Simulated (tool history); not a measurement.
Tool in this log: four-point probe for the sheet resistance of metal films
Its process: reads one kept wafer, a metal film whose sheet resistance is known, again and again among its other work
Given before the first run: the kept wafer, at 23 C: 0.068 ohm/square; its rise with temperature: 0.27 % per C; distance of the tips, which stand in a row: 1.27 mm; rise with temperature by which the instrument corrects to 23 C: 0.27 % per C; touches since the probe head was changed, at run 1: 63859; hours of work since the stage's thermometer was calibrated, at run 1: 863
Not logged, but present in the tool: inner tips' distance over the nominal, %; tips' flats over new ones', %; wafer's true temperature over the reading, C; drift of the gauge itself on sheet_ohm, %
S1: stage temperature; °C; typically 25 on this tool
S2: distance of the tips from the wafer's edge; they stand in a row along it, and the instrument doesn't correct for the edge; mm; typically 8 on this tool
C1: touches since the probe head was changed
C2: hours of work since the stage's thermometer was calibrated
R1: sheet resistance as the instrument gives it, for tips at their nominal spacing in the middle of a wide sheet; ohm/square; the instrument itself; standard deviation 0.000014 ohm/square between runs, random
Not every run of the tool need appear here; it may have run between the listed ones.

run    hour  S1  S2     C1    C2        R1
  1       0  25   8  63859   863  0.069329
  2    76.6  33   8  65935   905  0.069402
  3   148.5  33   8  67886   945  0.069407
  4   188.9  33   8  68980   967  0.069393
  5   278.6  33   8  71414  1016   0.06944
  6   329.8  33   8  72801  1045  0.069455
      408.2  -- new probe head fitted
  7   421.5  33   8    359  1095  0.069063
  8     464  33   8   1512  1118  0.069058
  9     526  25   8   3194  1152  0.069028
 10   609.6  25   8   5461  1198  0.069044
 11   687.4  25   8   7569  1241  0.069089
 12   732.3  20   8   8787  1266  0.069058
 13   780.8  20   8  10102  1293  0.069062
 14   874.4  20   8  12640  1345  0.069102
 15   960.9  20  45  14986  1392   0.06823
 16  1053.5  20  45  17496  1443  0.068261
 17  1109.9  20  45  19026  1475  0.068271
 18  1194.8  22   3  21327  1521   0.07422
 19  1239.1  22   3  22528  1546  0.074223
 20    1282  19  60  23693  1570  0.068277
 21  1358.8  19  60  25775  1612  0.068308
 22  1400.5  19  60  26904  1635  0.068318
 23  1455.7  26  45  28402  1665  0.068384
 24  1540.1  25   6  30689  1712  0.069973
 25  1596.3  29   7  32215  1743  0.069587
 26  1678.2  27  15  34436  1788  0.068677
 27  1754.8  24  15  36511  1830  0.068676
 28    1803  27  55  37818  1857  0.068439
 29  1853.5  22  35  39187  1885  0.068485
     1904.1  -- stage's thermometer calibrated
 30  1946.6  19   9  41700    23  0.069279
 31  2037.8  19   9  44172    74  0.069323
 32  2103.4  19   9  45952   110  0.069329
 33  2179.4  27   4  48011   152  0.072157
 34  2249.5  22  45  49911   191  0.068664

What differs in the tool's unlogged condition from the final listed run ahead of each entry between runs to the first listed run following it?
Runs 6 to 7: new probe head fitted (hour 408.2)
  inner tips' distance over the nominal, %: 0.738 -> 0.194; tips' flats over new ones', %: 55 -> 0; wafer's true temperature over the reading, C: -0.3 -> -0.31
  difference, measured minus the result without the unlogged condition, R1: +0.000496 -> +0.000086 ohm/square
Runs 29 to 30: stage's thermometer calibrated (hour 1904.1)
  inner tips' distance over the nominal, %: 0.742 -> 0.779; tips' flats over new ones', %: 29 -> 31; wafer's true temperature over the reading, C: -0.58 -> -0.05
  difference, measured minus the result without the unlogged condition, R1: +0.000436 -> +0.000569 ohm/square
